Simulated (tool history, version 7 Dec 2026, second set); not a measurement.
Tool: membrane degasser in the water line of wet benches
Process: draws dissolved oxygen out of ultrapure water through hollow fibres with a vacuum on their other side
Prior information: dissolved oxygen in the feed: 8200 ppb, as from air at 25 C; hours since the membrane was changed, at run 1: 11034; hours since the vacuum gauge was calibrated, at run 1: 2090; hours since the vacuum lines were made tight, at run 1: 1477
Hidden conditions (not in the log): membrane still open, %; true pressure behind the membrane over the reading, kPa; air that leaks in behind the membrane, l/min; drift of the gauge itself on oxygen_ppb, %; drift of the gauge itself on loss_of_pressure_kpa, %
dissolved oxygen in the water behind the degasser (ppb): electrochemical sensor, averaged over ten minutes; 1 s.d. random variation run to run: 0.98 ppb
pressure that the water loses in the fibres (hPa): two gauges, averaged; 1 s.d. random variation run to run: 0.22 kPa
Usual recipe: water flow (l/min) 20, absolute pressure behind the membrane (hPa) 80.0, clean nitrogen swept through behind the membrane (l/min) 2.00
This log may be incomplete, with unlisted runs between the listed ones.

run,hour,water flow (l/min),absolute pressure behind the membrane (hPa),clean nitrogen swept through behind the membrane (l/min),hours since the membrane was changed,hours since the vacuum gauge was calibrated,hours since the vacuum lines were made tight,dissolved oxygen in the water behind the degasser (ppb),pressure that the water loses in the fibres (hPa)
1,0.0,20,80.0,2.00,11034,2090,1477,129.7,574.6
2,144.7,20,80.0,5.04,11178,2234,1622,64.0,574.7
3,303.5,20,80.0,5.04,11337,2393,1780,64.7,576.9
4,536.2,20,80.0,3.23,11570,2626,2013,92.1,578.7
5,817.5,20,80.0,3.23,11851,2907,2294,90.7,580.6
6,1093.6,20,80.0,3.23,12127,3183,2570,90.4,577.6
7,1276.9,20,80.0,3.23,12310,3366,2754,91.6,581.9
8,1552.6,20,80.0,3.23,12586,3642,3029,93.1,583.5
9,1693.2,20,80.0,3.23,12727,3783,3170,93.3,587.4
10,1869.0,20,80.0,2.00,12903,3959,3346,133.8,582.1
# hour 2019.3: membrane cartridge changed
11,2112.6,20,80.0,2.00,93,4198,3585,127.5,536.2
12,2295.9,20,80.0,2.00,277,4382,3769,127.7,532.2
13,2473.1,20,101.2,0.95,454,4559,3946,333.6,534.8
14,2655.0,20,101.2,0.95,636,4741,4128,336.6,535.7
# hour 2677.6: vacuum gauge calibrated
15,2834.9,20,101.2,0.95,815,157,4307,343.4,533.8
16,3116.0,21,101.2,2.37,1096,438,4588,168.1,561.1
17,3246.0,14,80.0,2.59,1226,568,4718,70.7,377.0
# hour 3447.7: vacuum gauge calibrated, once more
18,3496.7,13,108.8,5.10,1476,49,4969,51.3,351.8
19,3758.4,20,48.2,2.84,1738,311,5230,38.5,542.8
20,3958.1,20,113.4,2.03,1938,510,5430,199.6,537.3
# hour 3978.8: seals of the vacuum lines changed
21,4163.1,13,54.8,3.44,2141,713,184,22.0,349.8
22,4366.0,22,68.7,4.84,2344,916,387,57.4,602.0
23,4544.3,23,95.4,0.95,2522,1095,566,345.7,619.1
24,4749.4,15,51.6,0.90,2727,1300,771,78.7,411.4

Branching from run 24: 4 alternative next runs. What would each branch give?
A,4953.7,20,135.4,2.00,2931,1504,975,?,?
B,4953.7,14,131.8,4.53,2931,1504,975,?,?
C,4953.7,14,198.1,2.85,2931,1504,975,?,?
D,4953.7,15,49.9,0.90,2931,1504,975,?,?

run,dissolved oxygen in the water behind the degasser (ppb),pressure that the water loses in the fibres (hPa)
A,250.0,545.0
B,77.7,382.6
C,196.3,379.0
D,72.6,409.6
Had the tool no hidden state, the same runs would have come out as:
run,dissolved oxygen in the water behind the degasser (ppb),pressure that the water loses in the fibres (hPa)
A,246.5,534.0
B,76.5,374.9
C,194.3,371.3
D,69.7,401.3

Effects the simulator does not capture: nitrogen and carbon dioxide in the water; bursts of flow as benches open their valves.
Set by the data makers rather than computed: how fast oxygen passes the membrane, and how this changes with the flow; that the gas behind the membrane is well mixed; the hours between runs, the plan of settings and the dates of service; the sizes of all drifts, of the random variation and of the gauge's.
